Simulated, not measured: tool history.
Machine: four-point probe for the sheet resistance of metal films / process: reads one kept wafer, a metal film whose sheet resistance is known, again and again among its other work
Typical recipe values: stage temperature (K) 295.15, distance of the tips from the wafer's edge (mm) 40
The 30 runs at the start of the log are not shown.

run    hour  stage temperature (K)  distance of the tips from the wafer's edge (mm)  sheet resistance as the instrument gives it (ohm/square)
 31   843.9                 303.15                                                7                                                  4.042672
 32   877.3                 303.15                                                7                                                  4.042731
 33   911.7                 294.15                                               38                                                  4.024866
 34   931.6                 294.15                                               38                                                  4.025157
 35   954.0                 294.15                                               38                                                  4.023046
 36   986.3                 293.15                                               10                                                  4.030355
 37  1010.6                 303.15                                               40                                                  4.020851
     1042.2  -- stage's thermometer calibrated
 38  1044.6                 301.15                                               40                                                  4.012850
 39  1080.3                 305.15                                               21                                                  4.011609
 40  1114.8                 296.15                                               12                                                  4.016328
 41  1135.4                 303.15                                               13                                                  4.014057
 42  1167.8                 302.15                                               19                                                  4.011144
 43  1207.2                 295.15                                               19                                                  4.009085
 44  1237.3                 295.15                                               19                                                  4.010025
 45  1254.1                 295.15                                               19                                                  4.008156

4 options for the next run, each taken on its own from the tool as it stands now. Forecast them:
  A  1279.0                 295.15                                                4                                                         ?
  B  1279.0                 294.15                                               19                                                         ?
  C  1279.0                 296.15                                                5                                                         ?
  D  1279.0                 306.15                                                6                                                         ?

run  sheet resistance as the instrument gives it (ohm/square)
  A                                                  4.060850
  B                                                  4.008044
  C                                                  4.040053
  D                                                  4.029156
With no hidden state in the tool, these same runs would have given:
run  sheet resistance as the instrument gives it (ohm/square)
  A                                                  4.120538
  B                                                  4.067015
  C                                                  4.099457
  D                                                  4.088409
